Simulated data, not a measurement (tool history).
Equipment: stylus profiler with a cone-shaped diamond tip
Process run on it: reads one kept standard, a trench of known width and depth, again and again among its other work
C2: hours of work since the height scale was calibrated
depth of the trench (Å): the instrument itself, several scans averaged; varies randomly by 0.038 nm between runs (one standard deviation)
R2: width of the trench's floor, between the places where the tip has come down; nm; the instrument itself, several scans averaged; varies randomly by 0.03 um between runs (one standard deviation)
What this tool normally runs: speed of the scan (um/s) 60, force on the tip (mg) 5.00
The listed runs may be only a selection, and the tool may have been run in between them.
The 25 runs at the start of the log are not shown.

{"run": 26, "hour": 364.8, "speed of the scan (um/s)": 20, "force on the tip (mg)": 4.33, "scans with this tip": 1006, "C2": 27, "depth of the trench (Å)": 1009.6, "R2": 98330}
{"run": 27, "hour": 383.4, "speed of the scan (um/s)": 73, "force on the tip (mg)": 4.8, "scans with this tip": 1051, "C2": 35, "depth of the trench (Å)": 1010.8, "R2": 98110}
{"run": 28, "hour": 392.0, "speed of the scan (um/s)": 73, "force on the tip (mg)": 4.8, "scans with this tip": 1072, "C2": 39, "depth of the trench (Å)": 1010.1, "R2": 98120}
{"run": 29, "hour": 406.5, "speed of the scan (um/s)": 39, "force on the tip (mg)": 4.24, "scans with this tip": 1106, "C2": 44, "depth of the trench (Å)": 1010.1, "R2": 98300}
{"run": 30, "hour": 416.9, "speed of the scan (um/s)": 39, "force on the tip (mg)": 4.24, "scans with this tip": 1132, "C2": 49, "depth of the trench (Å)": 1009.7, "R2": 98320}
{"run": 31, "hour": 432.5, "speed of the scan (um/s)": 60, "force on the tip (mg)": 3.57, "scans with this tip": 1169, "C2": 55, "depth of the trench (Å)": 1008.1, "R2": 98110}
{"run": 32, "hour": 452.6, "speed of the scan (um/s)": 213, "force on the tip (mg)": 2.27, "scans with this tip": 1217, "C2": 63, "depth of the trench (Å)": 1006.8, "R2": 97060}
{"run": 33, "hour": 468.8, "speed of the scan (um/s)": 44, "force on the tip (mg)": 10.8, "scans with this tip": 1256, "C2": 70, "depth of the trench (Å)": 1018.4, "R2": 98290}
{"run": 34, "hour": 484.0, "speed of the scan (um/s)": 206, "force on the tip (mg)": 2.69, "scans with this tip": 1293, "C2": 76, "depth of the trench (Å)": 1006.8, "R2": 97210}
{"run": 35, "hour": 492.5, "speed of the scan (um/s)": 171, "force on the tip (mg)": 2.69, "scans with this tip": 1313, "C2": 80, "depth of the trench (Å)": 1006.7, "R2": 97440}
{"run": 36, "hour": 511.2, "speed of the scan (um/s)": 59, "force on the tip (mg)": 2.36, "scans with this tip": 1358, "C2": 88, "depth of the trench (Å)": 1006.8, "R2": 97990}
{"run": 37, "hour": 520.6, "speed of the scan (um/s)": 26, "force on the tip (mg)": 1.85, "scans with this tip": 1381, "C2": 91, "depth of the trench (Å)": 1005.6, "R2": 98230}
{"run": 38, "hour": 535.2, "speed of the scan (um/s)": 26, "force on the tip (mg)": 1.85, "scans with this tip": 1416, "C2": 97, "depth of the trench (Å)": 1005.2, "R2": 98220}
{"run": 39, "hour": 553.4, "speed of the scan (um/s)": 26, "force on the tip (mg)": 1.85, "scans with this tip": 1460, "C2": 105, "depth of the trench (Å)": 1005.9, "R2": 98180}
{"run": 40, "hour": 565.5, "speed of the scan (um/s)": 26, "force on the tip (mg)": 1.85, "scans with this tip": 1489, "C2": 110, "depth of the trench (Å)": 1005.5, "R2": 98220}
{"run": 41, "hour": 580.3, "speed of the scan (um/s)": 89, "force on the tip (mg)": 1.85, "scans with this tip": 1524, "C2": 116, "depth of the trench (Å)": 1005.2, "R2": 97720}
{"run": 42, "hour": 591.1, "speed of the scan (um/s)": 89, "force on the tip (mg)": 1.85, "scans with this tip": 1550, "C2": 120, "depth of the trench (Å)": 1005.2, "R2": 97720}
{"run": 43, "hour": 604.4, "speed of the scan (um/s)": 87, "force on the tip (mg)": 9.35, "scans with this tip": 1582, "C2": 126, "depth of the trench (Å)": 1016.7, "R2": 98060}
{"run": 44, "hour": 617.7, "speed of the scan (um/s)": 137, "force on the tip (mg)": 12.55, "scans with this tip": 1614, "C2": 131, "depth of the trench (Å)": 1020.5, "R2": 97960}
{"run": 45, "hour": 627.9, "speed of the scan (um/s)": 55, "force on the tip (mg)": 2.36, "scans with this tip": 1639, "C2": 135, "depth of the trench (Å)": 1006.5, "R2": 98060}
{"run": 46, "hour": 641.8, "speed of the scan (um/s)": 60, "force on the tip (mg)": 11.93, "scans with this tip": 1672, "C2": 141, "depth of the trench (Å)": 1019.6, "R2": 98190}

Alternative continuations, all from the tool just after run 46; predict every row:
{"run": "A", "hour": 656.1, "speed of the scan (um/s)": 40, "force on the tip (mg)": 9.37, "scans with this tip": 1706, "C2": 147, "depth of the trench (Å)": "?", "R2": "?"}
{"run": "B", "hour": 656.1, "speed of the scan (um/s)": 83, "force on the tip (mg)": 3.86, "scans with this tip": 1706, "C2": 147, "depth of the trench (Å)": "?", "R2": "?"}
{"run": "C", "hour": 656.1, "speed of the scan (um/s)": 52, "force on the tip (mg)": 2.07, "scans with this tip": 1706, "C2": 147, "depth of the trench (Å)": "?", "R2": "?"}
{"run": "D", "hour": 656.1, "speed of the scan (um/s)": 38, "force on the tip (mg)": 2.57, "scans with this tip": 1706, "C2": 147, "depth of the trench (Å)": "?", "R2": "?"}

run=A depth_of_the_trench_(Å)=1016.5 R2=98210
run=B depth_of_the_trench_(Å)=1008.7 R2=97960
run=C depth_of_the_trench_(Å)=1005.0 R2=98010
run=D depth_of_the_trench_(Å)=1006.2 R2=98110
Without the tool's hidden state the same runs would have given:
run=A depth_of_the_trench_(Å)=1017.2 R2=98460
run=B depth_of_the_trench_(Å)=1009.4 R2=98220
run=C depth_of_the_trench_(Å)=1005.7 R2=98270
run=D depth_of_the_trench_(Å)=1006.9 R2=98360
